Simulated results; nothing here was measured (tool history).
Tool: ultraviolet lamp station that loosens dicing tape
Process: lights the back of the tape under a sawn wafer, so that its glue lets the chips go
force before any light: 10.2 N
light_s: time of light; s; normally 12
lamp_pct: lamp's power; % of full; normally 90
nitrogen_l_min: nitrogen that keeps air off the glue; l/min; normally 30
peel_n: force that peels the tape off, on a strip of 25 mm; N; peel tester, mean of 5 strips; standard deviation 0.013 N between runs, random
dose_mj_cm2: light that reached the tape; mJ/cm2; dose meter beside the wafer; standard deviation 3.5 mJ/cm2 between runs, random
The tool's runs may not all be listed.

run    hour  light_s  lamp_pct  nitrogen_l_min  peel_n  dose_mj_cm2
  1       0       12        90              30   0.775          511
  2    44.2       12        90              30   0.786          503
  3      93       12        90              16   1.434          496
  4   150.5       12        90              16   1.487          492
  5   190.2       12        94              30   0.799          507
  6   227.8       12        94              30   0.792          500
  7   267.2       12        94              30   0.847          492
  8   316.3       12        94              30   0.815          490
  9   390.4       13        90              30   0.807          498
 10   443.8       13        90              30   0.831          491
 11   524.2       13        70              30   1.449          374
 12   590.1       13        70              30   1.516          363
 13   670.6       13        70              30    1.61          356
 14   731.6       12        90              30   1.174          426
 15   768.4       12        90              30   1.177          417
      782.3  -- window cleaned of glue's vapour
 16     845        8        90              30   2.022          314
 17   894.3       12        90              30   0.954          464
 18   931.7       12        90              30   1.001          459
 19   986.4       12        63              30   1.932          317
 20  1019.6       12        77              30    1.39          385
 21  1085.8       12        77              30   1.424          373
 22  1155.3       12        90              30   1.143          432
 23    1198       18        68              17   1.441          478
 24  1246.5       18        68              17    1.48          472
 25  1296.6       12        64              30   2.166          297
 26  1349.8        8        64              40   3.247          192
 27  1423.3        8        90              30   2.444          263
 28  1464.2       13        90              39   0.896          423
 29  1514.9       13        77              39   1.255          360
 30  1578.2       13        77              39   1.378          351
 31  1635.5       12        63              23   2.973          264
 32  1686.9       12        63              23   2.921          260
 33  1754.3       21        70              10   2.063          488
 34  1795.8       15        84              26   1.333          414
     1816.5  -- lamp changed
 35  1843.2       15        84              26   0.674          574
     1907.6  -- window cleaned of glue's vapour
 36  1917.1        7        91               9   3.652          328
 37  1950.3       10        81              30   1.175          421
 38  2017.1       10        89              39   0.799          446

Run 39, settings as shown, results not yet in. Your forecast:
 39  2084.1        9        82              24       ?            ?

Logged for run 39: peel_n 1.728 N, dose_mj_cm2 367 mJ/cm2.
If the tool had no hidden condition, the same run with the same run-to-run variation would have returned peel_n 1.566 N, dose_mj_cm2 389 mJ/cm2.
